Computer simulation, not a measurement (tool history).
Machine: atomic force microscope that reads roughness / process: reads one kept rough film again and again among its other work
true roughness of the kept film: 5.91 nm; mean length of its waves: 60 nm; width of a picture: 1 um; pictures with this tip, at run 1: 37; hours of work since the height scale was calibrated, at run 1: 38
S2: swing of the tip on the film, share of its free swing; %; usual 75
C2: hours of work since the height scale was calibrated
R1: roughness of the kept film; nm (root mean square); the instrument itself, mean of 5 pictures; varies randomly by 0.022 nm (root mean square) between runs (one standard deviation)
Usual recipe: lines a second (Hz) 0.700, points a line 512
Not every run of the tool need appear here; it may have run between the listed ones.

run 1 hour=0.0 | lines_a_second_(Hz)=0.700 S2=75 points_a_line=512 | pictures_with_this_tip=37 C2=38 | R1=5.315
run 2 hour=36.9 | lines_a_second_(Hz)=0.700 S2=75 points_a_line=512 | pictures_with_this_tip=66 C2=56 | R1=5.248
run 3 hour=68.2 | lines_a_second_(Hz)=0.700 S2=75 points_a_line=512 | pictures_with_this_tip=91 C2=72 | R1=5.241
run 4 hour=101.2 | lines_a_second_(Hz)=0.871 S2=75 points_a_line=512 | pictures_with_this_tip=118 C2=88 | R1=5.123
-- hour=113.6 new tip fitted
run 5 hour=132.1 | lines_a_second_(Hz)=0.871 S2=75 points_a_line=512 | pictures_with_this_tip=15 C2=103 | R1=5.293
run 6 hour=183.7 | lines_a_second_(Hz)=0.700 S2=69 points_a_line=512 | pictures_with_this_tip=56 C2=128 | R1=5.404
run 7 hour=237.6 | lines_a_second_(Hz)=0.700 S2=56 points_a_line=512 | pictures_with_this_tip=100 C2=155 | R1=5.465
run 8 hour=269.7 | lines_a_second_(Hz)=0.700 S2=75 points_a_line=512 | pictures_with_this_tip=125 C2=170 | R1=5.175
-- hour=272.4 new tip fitted
run 9 hour=323.7 | lines_a_second_(Hz)=0.700 S2=75 points_a_line=512 | pictures_with_this_tip=41 C2=197 | R1=5.332
run 10 hour=347.2 | lines_a_second_(Hz)=3.050 S2=75 points_a_line=512 | pictures_with_this_tip=60 C2=208 | R1=4.477
run 11 hour=386.1 | lines_a_second_(Hz)=0.700 S2=75 points_a_line=512 | pictures_with_this_tip=91 C2=227 | R1=5.241
run 12 hour=418.9 | lines_a_second_(Hz)=0.700 S2=75 points_a_line=512 | pictures_with_this_tip=118 C2=243 | R1=5.210
-- hour=433.5 new tip fitted
run 13 hour=455.9 | lines_a_second_(Hz)=3.060 S2=75 points_a_line=512 | pictures_with_this_tip=18 C2=261 | R1=4.556
run 14 hour=492.9 | lines_a_second_(Hz)=2.790 S2=75 points_a_line=512 | pictures_with_this_tip=47 C2=279 | R1=4.538
run 15 hour=533.3 | lines_a_second_(Hz)=2.790 S2=75 points_a_line=512 | pictures_with_this_tip=80 C2=299 | R1=4.504
run 16 hour=565.8 | lines_a_second_(Hz)=3.807 S2=75 points_a_line=512 | pictures_with_this_tip=106 C2=315 | R1=4.175
-- hour=592.7 new tip fitted
run 17 hour=609.2 | lines_a_second_(Hz)=3.807 S2=75 points_a_line=512 | pictures_with_this_tip=13 C2=336 | R1=4.364
run 18 hour=633.7 | lines_a_second_(Hz)=0.700 S2=89 points_a_line=512 | pictures_with_this_tip=33 C2=348 | R1=5.075
run 19 hour=665.9 | lines_a_second_(Hz)=0.700 S2=89 points_a_line=512 | pictures_with_this_tip=59 C2=364 | R1=5.043
run 20 hour=700.3 | lines_a_second_(Hz)=0.700 S2=62 points_a_line=512 | pictures_with_this_tip=86 C2=381 | R1=5.379
run 21 hour=745.4 | lines_a_second_(Hz)=0.700 S2=62 points_a_line=512 | pictures_with_this_tip=122 C2=403 | R1=5.322
-- hour=755.4 new tip fitted
run 22 hour=773.6 | lines_a_second_(Hz)=0.700 S2=62 points_a_line=512 | pictures_with_this_tip=15 C2=417 | R1=5.502
run 23 hour=813.5 | lines_a_second_(Hz)=0.700 S2=62 points_a_line=512 | pictures_with_this_tip=47 C2=436 | R1=5.470
run 24 hour=855.1 | lines_a_second_(Hz)=0.700 S2=75 points_a_line=512 | pictures_with_this_tip=80 C2=457 | R1=5.223
run 25 hour=884.6 | lines_a_second_(Hz)=0.700 S2=75 points_a_line=512 | pictures_with_this_tip=104 C2=471 | R1=5.214
-- hour=914.8 new tip fitted
run 26 hour=933.8 | lines_a_second_(Hz)=0.700 S2=75 points_a_line=512 | pictures_with_this_tip=16 C2=495 | R1=5.337
run 27 hour=979.7 | lines_a_second_(Hz)=0.700 S2=75 points_a_line=512 | pictures_with_this_tip=52 C2=518 | R1=5.303
run 28 hour=1025.9 | lines_a_second_(Hz)=1.599 S2=75 points_a_line=337 | pictures_with_this_tip=89 C2=540 | R1=4.862
run 29 hour=1054.0 | lines_a_second_(Hz)=3.331 S2=70 points_a_line=962 | pictures_with_this_tip=112 C2=554 | R1=4.544
-- hour=1074.2 new tip fitted
run 30 hour=1097.5 | lines_a_second_(Hz)=0.703 S2=69 points_a_line=512 | pictures_with_this_tip=18 C2=575 | R1=5.372
run 31 hour=1135.3 | lines_a_second_(Hz)=0.700 S2=72 points_a_line=413 | pictures_with_this_tip=49 C2=594 | R1=5.341
run 32 hour=1163.2 | lines_a_second_(Hz)=1.365 S2=72 points_a_line=680 | pictures_with_this_tip=71 C2=607 | R1=5.077
run 33 hour=1194.0 | lines_a_second_(Hz)=2.144 S2=82 points_a_line=512 | pictures_with_this_tip=96 C2=623 | R1=4.363
-- hour=1197.7 height scale calibrated on a step standard
run 34 hour=1226.8 | lines_a_second_(Hz)=0.705 S2=75 points_a_line=974 | pictures_with_this_tip=121 C2=14 | R1=5.141
-- hour=1235.0 new tip fitted
run 35 hour=1259.5 | lines_a_second_(Hz)=0.764 S2=90 points_a_line=974 | pictures_with_this_tip=20 C2=30 | R1=4.945
run 36 hour=1304.3 | lines_a_second_(Hz)=0.700 S2=75 points_a_line=829 | pictures_with_this_tip=56 C2=52 | R1=5.245
run 37 hour=1341.5 | lines_a_second_(Hz)=3.669 S2=87 points_a_line=265 | pictures_with_this_tip=86 C2=70 | R1=3.566
run 38 hour=1366.1 | lines_a_second_(Hz)=1.162 S2=73 points_a_line=265 | pictures_with_this_tip=105 C2=82 | R1=4.995
-- hour=1395.6 new tip fitted
run 39 hour=1396.3 | lines_a_second_(Hz)=1.162 S2=60 points_a_line=734 | pictures_with_this_tip=0 C2=97 | R1=5.385
run 40 hour=1430.4 | lines_a_second_(Hz)=3.179 S2=81 points_a_line=277 | pictures_with_this_tip=28 C2=114 | R1=4.104
run 41 hour=1457.2 | lines_a_second_(Hz)=3.179 S2=81 points_a_line=277 | pictures_with_this_tip=49 C2=127 | R1=4.091
run 42 hour=1484.2 | lines_a_second_(Hz)=1.724 S2=81 points_a_line=489 | pictures_with_this_tip=71 C2=140 | R1=4.620
-- hour=1493.9 height scale calibrated on a step standard, once more
run 43 hour=1526.2 | lines_a_second_(Hz)=0.964 S2=72 points_a_line=378 | pictures_with_this_tip=104 C2=16 | R1=5.182
-- hour=1557.6 new tip fitted
run 44 hour=1575.3 | lines_a_second_(Hz)=1.971 S2=56 points_a_line=512 | pictures_with_this_tip=15 C2=40 | R1=5.392
run 45 hour=1619.1 | lines_a_second_(Hz)=1.971 S2=56 points_a_line=512 | pictures_with_this_tip=50 C2=61 | R1=5.369
run 46 hour=1656.7 | lines_a_second_(Hz)=0.700 S2=89 points_a_line=658 | pictures_with_this_tip=80 C2=80 | R1=5.001
run 47 hour=1705.3 | lines_a_second_(Hz)=0.700 S2=89 points_a_line=658 | pictures_with_this_tip=119 C2=104 | R1=4.940
-- hour=1718.4 new tip fitted
run 48 hour=1753.3 | lines_a_second_(Hz)=0.700 S2=89 points_a_line=658 | pictures_with_this_tip=28 C2=127 | R1=5.081
run 49 hour=1798.1 | lines_a_second_(Hz)=2.026 S2=75 points_a_line=289 | pictures_with_this_tip=64 C2=149 | R1=4.781
run 50 hour=1822.4 | lines_a_second_(Hz)=0.700 S2=76 points_a_line=512 | pictures_with_this_tip=83 C2=161 | R1=5.210
run 51 hour=1857.7 | lines_a_second_(Hz)=0.700 S2=76 points_a_line=512 | pictures_with_this_tip=112 C2=178 | R1=5.173
-- hour=1878.5 new tip fitted
run 52 hour=1899.2 | lines_a_second_(Hz)=0.700 S2=76 points_a_line=512 | pictures_with_this_tip=16 C2=198 | R1=5.319
run 53 hour=1940.4 | lines_a_second_(Hz)=0.700 S2=76 points_a_line=512 | pictures_with_this_tip=49 C2=218 | R1=5.301

What differs in the tool's unlogged condition from the final listed run ahead of each entry between runs to the first listed run following it?
In the gap between runs 4 and 5: new tip fitted (hour 113.6)
  radius of the tip, nm: 11.7 -> 5.8; height scale over the true one, %: -0.17 -> -0.19
  the result without the hidden state subtracted from the measured one, R1: -0.225 -> -0.038 nm (root mean square)
In the gap between runs 8 and 9: new tip fitted (hour 272.4)
  radius of the tip, nm: 11.4 -> 7.3; height scale over the true one, %: -0.31 -> -0.35
  the result without the hidden state subtracted from the measured one, R1: -0.225 -> -0.095 nm (root mean square)
In the gap between runs 12 and 13: new tip fitted (hour 433.5)
  radius of the tip, nm: 11.2 -> 6.2; height scale over the true one, %: -0.43 -> -0.46
  the result without the hidden state subtracted from the measured one, R1: -0.225 -> -0.054 nm (root mean square)
In the gap between runs 16 and 17: new tip fitted (hour 592.7)
  radius of the tip, nm: 10.7 -> 5.9; height scale over the true one, %: -0.54 -> -0.58
  the result without the hidden state subtracted from the measured one, R1: -0.173 -> -0.049 nm (root mean square)
In the gap between runs 21 and 22: new tip fitted (hour 755.4)
  radius of the tip, nm: 11.6 -> 5.9; height scale over the true one, %: -0.69 -> -0.71
  the result without the hidden state subtracted from the measured one, R1: -0.260 -> -0.069 nm (root mean square)
In the gap between runs 25 and 26: new tip fitted (hour 914.8)
  radius of the tip, nm: 10.5 -> 6.1; height scale over the true one, %: -0.79 -> -0.83
  the result without the hidden state subtracted from the measured one, R1: -0.224 -> -0.083 nm (root mean square)
In the gap between runs 29 and 30: new tip fitted (hour 1074.2)
  radius of the tip, nm: 10.9 -> 6.1; height scale over the true one, %: -0.93 -> -0.97
  the result without the hidden state subtracted from the measured one, R1: -0.213 -> -0.091 nm (root mean square)
In the gap between runs 33 and 34: height scale calibrated on a step standard (hour 1197.7)
  radius of the tip, nm: 10.1 -> 11.4; height scale over the true one, %: -1.05 -> -1.67
  the result without the hidden state subtracted from the measured one, R1: -0.186 -> -0.296 nm (root mean square)
In the gap between runs 34 and 35: new tip fitted (hour 1235.0)
  radius of the tip, nm: 11.4 -> 6.2; height scale over the true one, %: -1.67 -> -1.69
  the result without the hidden state subtracted from the measured one, R1: -0.296 -> -0.122 nm (root mean square)
In the gap between runs 38 and 39: new tip fitted (hour 1395.6)
  radius of the tip, nm: 10.5 -> 5.5; height scale over the true one, %: -1.78 -> -1.8
  the result without the hidden state subtracted from the measured one, R1: -0.264 -> -0.115 nm (root mean square)
In the gap between runs 42 and 43: height scale calibrated on a step standard, once more (hour 1493.9)
  radius of the tip, nm: 9 -> 11; height scale over the true one, %: -1.87 -> -0.03
  the result without the hidden state subtracted from the measured one, R1: -0.207 -> -0.195 nm (root mean square)
In the gap between runs 43 and 44: new tip fitted (hour 1557.6)
  radius of the tip, nm: 11 -> 6; height scale over the true one, %: -0.03 -> -0.07
  the result without the hidden state subtracted from the measured one, R1: -0.195 -> -0.039 nm (root mean square)
In the gap between runs 47 and 48: new tip fitted (hour 1718.4)
  radius of the tip, nm: 11.4 -> 6.5; height scale over the true one, %: -0.18 -> -0.22
  the result without the hidden state subtracted from the measured one, R1: -0.209 -> -0.059 nm (root mean square)
In the gap between runs 51 and 52: new tip fitted (hour 1878.5)
  radius of the tip, nm: 10.9 -> 6; height scale over the true one, %: -0.31 -> -0.34
  the result without the hidden state subtracted from the measured one, R1: -0.207 -> -0.052 nm (root mean square)
